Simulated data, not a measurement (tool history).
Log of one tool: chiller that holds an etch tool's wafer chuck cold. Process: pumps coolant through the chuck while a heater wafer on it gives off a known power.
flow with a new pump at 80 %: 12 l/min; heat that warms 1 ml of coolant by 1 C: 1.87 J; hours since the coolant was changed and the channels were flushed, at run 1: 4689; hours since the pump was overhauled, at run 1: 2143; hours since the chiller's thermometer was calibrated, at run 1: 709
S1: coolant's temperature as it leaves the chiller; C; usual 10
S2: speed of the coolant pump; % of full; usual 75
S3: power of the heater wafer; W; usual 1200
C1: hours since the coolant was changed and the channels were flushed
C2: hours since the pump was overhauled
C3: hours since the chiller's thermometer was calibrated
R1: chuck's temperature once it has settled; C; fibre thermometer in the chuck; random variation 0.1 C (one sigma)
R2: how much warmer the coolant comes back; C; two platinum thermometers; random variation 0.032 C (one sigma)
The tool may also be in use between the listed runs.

run 1 hour=0 | S1=10 S2=75 S3=1200 | C1=4689 C2=2143 C3=709 | R1=25.6 R2=3.55
run 2 hour=40.6 | S1=10 S2=75 S3=1200 | C1=4730 C2=2184 C3=749 | R1=25.7 R2=3.59
run 3 hour=83.1 | S1=9 S2=75 S3=1200 | C1=4772 C2=2226 C3=792 | R1=24.8 R2=3.58
run 4 hour=118.7 | S1=2 S2=75 S3=1200 | C1=4808 C2=2262 C3=827 | R1=17.9 R2=3.58
run 5 hour=145.9 | S1=2 S2=75 S3=1200 | C1=4835 C2=2289 C3=854 | R1=18 R2=3.59
run 6 hour=187.2 | S1=2 S2=75 S3=1200 | C1=4876 C2=2330 C3=896 | R1=17.9 R2=3.61
run 7 hour=213.6 | S1=2 S2=75 S3=1200 | C1=4903 C2=2357 C3=922 | R1=18 R2=3.6
run 8 hour=267.1 | S1=2 S2=75 S3=1200 | C1=4956 C2=2410 C3=976 | R1=18 R2=3.56
run 9 hour=301.6 | S1=10 S2=97 S3=1200 | C1=4991 C2=2445 C3=1010 | R1=23.5 R2=2.71
run 10 hour=343.5 | S1=10 S2=97 S3=1200 | C1=5033 C2=2487 C3=1052 | R1=23.6 R2=2.69
run 11 hour=380.4 | S1=10 S2=97 S3=1200 | C1=5070 C2=2524 C3=1089 | R1=23.5 R2=2.68
run 12 hour=425.3 | S1=10 S2=97 S3=1200 | C1=5115 C2=2568 C3=1134 | R1=23.4 R2=2.67
run 13 hour=479.5 | S1=10 S2=97 S3=1200 | C1=5169 C2=2623 C3=1188 | R1=23.5 R2=2.79
run 14 hour=524.4 | S1=10 S2=97 S3=1200 | C1=5214 C2=2668 C3=1233 | R1=23.6 R2=2.7
run 15 hour=577.5 | S1=10 S2=97 S3=1200 | C1=5267 C2=2721 C3=1286 | R1=23.6 R2=2.74
run 16 hour=610.7 | S1=10 S2=97 S3=1200 | C1=5300 C2=2754 C3=1319 | R1=23.7 R2=2.8
run 17 hour=637.8 | S1=8 S2=75 S3=1056 | C1=5327 C2=2781 C3=1346 | R1=22.4 R2=3.12
run 18 hour=686.1 | S1=2 S2=62 S3=684 | C1=5375 C2=2829 C3=1395 | R1=12.6 R2=2.5
run 19 hour=732.4 | S1=10 S2=76 S3=1126 | C1=5422 C2=2875 C3=1441 | R1=25.3 R2=3.36
run 20 hour=771 | S1=1 S2=86 S3=839 | C1=5460 C2=2914 C3=1480 | R1=11.5 R2=2.23
run 21 hour=801 | S1=1 S2=86 S3=839 | C1=5490 C2=2944 C3=1510 | R1=11.5 R2=2.18
run 22 hour=844.9 | S1=1 S2=86 S3=839 | C1=5534 C2=2988 C3=1553 | R1=11.4 R2=2.19
run 23 hour=884.5 | S1=6 S2=86 S3=839 | C1=5574 C2=3028 C3=1593 | R1=16.4 R2=2.21
run 24 hour=909.1 | S1=6 S2=86 S3=839 | C1=5598 C2=3052 C3=1618 | R1=16.5 R2=2.23
run 25 hour=957.1 | S1=9 S2=81 S3=1200 | C1=5646 C2=3100 C3=1666 | R1=24.5 R2=3.32
run 26 hour=1008.7 | S1=9 S2=81 S3=1200 | C1=5698 C2=3152 C3=1717 | R1=24.6 R2=3.33
run 27 hour=1059.8 | S1=12 S2=63 S3=1200 | C1=5749 C2=3203 C3=1768 | R1=30.5 R2=4.43
run 28 hour=1096.4 | S1=12 S2=63 S3=1200 | C1=5786 C2=3239 C3=1805 | R1=30.6 R2=4.44
run 29 hour=1129.5 | S1=12 S2=63 S3=1472 | C1=5819 C2=3273 C3=1838 | R1=34.9 R2=5.38
-- hour=1159.1 coolant changed, channels flushed
run 30 hour=1163.4 | S1=12 S2=63 S3=1472 | C1=4 C2=3300 C3=1866 | R1=31.6 R2=5.47
run 31 hour=1196.2 | S1=10 S2=75 S3=1750 | C1=37 C2=3333 C3=1899 | R1=30.6 R2=5.28
run 32 hour=1245.4 | S1=17 S2=67 S3=810 | C1=86 C2=3382 C3=1948 | R1=27.5 R2=2.83

The same runs without the tool's hidden state, with the same run-to-run variation:
The hidden state here: heat passed by the chuck's channels, % of clean ones'; flow at a given pump speed, % of a new pump's; coolant's true temperature over the reading, C; drift of the gauge itself on chuck_c, C; drift of the gauge itself on warmer_back_c, C.
run=1 R1=23.3 R2=3.42
run=2 R1=23.4 R2=3.46
run=3 R1=22.4 R2=3.45
run=4 R1=15.5 R2=3.45
run=5 R1=15.5 R2=3.46
run=6 R1=15.4 R2=3.48
run=7 R1=15.5 R2=3.46
run=8 R1=15.5 R2=3.41
run=9 R1=21.3 R2=2.6
run=10 R1=21.3 R2=2.58
run=11 R1=21.2 R2=2.56
run=12 R1=21.1 R2=2.56
run=13 R1=21.2 R2=2.68
run=14 R1=21.2 R2=2.58
run=15 R1=21.2 R2=2.62
run=16 R1=21.3 R2=2.67
run=17 R1=19.9 R2=2.98
run=18 R1=10.7 R2=2.39
run=19 R1=22.6 R2=3.21
run=20 R1=9.6 R2=2.12
run=21 R1=9.5 R2=2.08
run=22 R1=9.4 R2=2.09
run=23 R1=14.4 R2=2.1
run=24 R1=14.5 R2=2.13
run=25 R1=21.6 R2=3.16
run=26 R1=21.7 R2=3.16
run=27 R1=27 R2=4.21
run=28 R1=27.1 R2=4.21
run=29 R1=30.6 R2=5.1
run=30 R1=30.6 R2=5.19
run=31 R1=29.6 R2=5
run=32 R1=26.8 R2=2.68

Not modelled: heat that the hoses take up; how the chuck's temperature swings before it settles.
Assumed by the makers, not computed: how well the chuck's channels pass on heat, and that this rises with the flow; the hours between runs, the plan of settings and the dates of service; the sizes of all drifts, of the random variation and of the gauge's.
